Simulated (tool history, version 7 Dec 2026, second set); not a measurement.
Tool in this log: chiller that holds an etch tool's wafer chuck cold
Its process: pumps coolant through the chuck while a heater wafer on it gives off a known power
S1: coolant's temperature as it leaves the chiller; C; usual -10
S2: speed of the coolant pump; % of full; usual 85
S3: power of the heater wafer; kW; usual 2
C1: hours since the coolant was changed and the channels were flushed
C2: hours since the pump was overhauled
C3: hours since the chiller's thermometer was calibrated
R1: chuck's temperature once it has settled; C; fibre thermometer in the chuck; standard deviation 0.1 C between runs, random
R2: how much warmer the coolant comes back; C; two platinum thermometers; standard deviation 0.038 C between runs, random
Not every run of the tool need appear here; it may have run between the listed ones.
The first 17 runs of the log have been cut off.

{"run": 18, "hour": 402.0, "S1": -12, "S2": 87, "S3": 2, "C1": 2943, "C2": 1653, "C3": 4511, "R1": 6.7, "R2": 7.67}
{"run": 19, "hour": 432.2, "S1": -1, "S2": 85, "S3": 2.235, "C1": 2974, "C2": 1683, "C3": 4541, "R1": 20.6, "R2": 8.87}
{"run": 20, "hour": 462.4, "S1": -18, "S2": 71, "S3": 2.748, "C1": 3004, "C2": 1713, "C3": 4571, "R1": 14.4, "R2": 13.3}
{"run": 21, "hour": 490.9, "S1": -18, "S2": 85, "S3": 2.964, "C1": 3032, "C2": 1742, "C3": 4600, "R1": 11, "R2": 11.77}
{"run": 22, "hour": 510.5, "S1": -15, "S2": 99, "S3": 1.961, "C1": 3052, "C2": 1762, "C3": 4619, "R1": 1.1, "R2": 6.55}
{"run": 23, "hour": 525.5, "S1": -18, "S2": 64, "S3": 2, "C1": 3067, "C2": 1777, "C3": 4634, "R1": 8.1, "R2": 10.85}
{"run": 24, "hour": 556.4, "S1": -10, "S2": 98, "S3": 1.086, "C1": 3098, "C2": 1807, "C3": 4665, "R1": -1.2, "R2": 3.64}
{"run": 25, "hour": 584.6, "S1": -16, "S2": 98, "S3": 1.086, "C1": 3126, "C2": 1836, "C3": 4693, "R1": -7.3, "R2": 3.7}
{"run": 26, "hour": 604.7, "S1": -4, "S2": 73, "S3": 2, "C1": 3146, "C2": 1856, "C3": 4713, "R1": 18.7, "R2": 9.34}
{"run": 27, "hour": 633.2, "S1": -4, "S2": 73, "S3": 2, "C1": 3174, "C2": 1884, "C3": 4742, "R1": 18.7, "R2": 9.45}
{"run": 28, "hour": 654.2, "S1": -4, "S2": 73, "S3": 2, "C1": 3195, "C2": 1905, "C3": 4763, "R1": 18.8, "R2": 9.41}
{"run": 29, "hour": 682.6, "S1": -17, "S2": 74, "S3": 2.92, "C1": 3224, "C2": 1934, "C3": 4791, "R1": 16.2, "R2": 13.55}
{"run": 30, "hour": 706.1, "S1": -6, "S2": 87, "S3": 1.674, "C1": 3247, "C2": 1957, "C3": 4815, "R1": 9.7, "R2": 6.47}
{"hour": 711.7, "done": "chiller's thermometer calibrated"}
{"run": 31, "hour": 737.7, "S1": -6, "S2": 87, "S3": 1.674, "C1": 3278, "C2": 1988, "C3": 26, "R1": 10.4, "R2": 6.48}
{"run": 32, "hour": 753.1, "S1": -6, "S2": 87, "S3": 1.674, "C1": 3293, "C2": 2003, "C3": 41, "R1": 10.7, "R2": 6.52}

Alternative continuations, all from the tool just after run 32; predict every row:
{"run": "A", "hour": 768.3, "S1": -6, "S2": 87, "S3": 1.674, "C1": 3309, "C2": 2018, "C3": 57, "R1": "?", "R2": "?"}
{"run": "B", "hour": 768.3, "S1": -10, "S2": 85, "S3": 1.146, "C1": 3309, "C2": 2018, "C3": 57, "R1": "?", "R2": "?"}
{"run": "C", "hour": 768.3, "S1": -4, "S2": 82, "S3": 2.047, "C1": 3309, "C2": 2018, "C3": 57, "R1": "?", "R2": "?"}

run=A R1=10.5 R2=6.49
run=B R1=1.7 R2=4.57
run=C R1=17.5 R2=8.43
With no hidden state in the tool, these same runs would have given:
run=A R1=9.1 R2=6.4
run=B R1=0.6 R2=4.51
run=C R1=15.7 R2=8.31
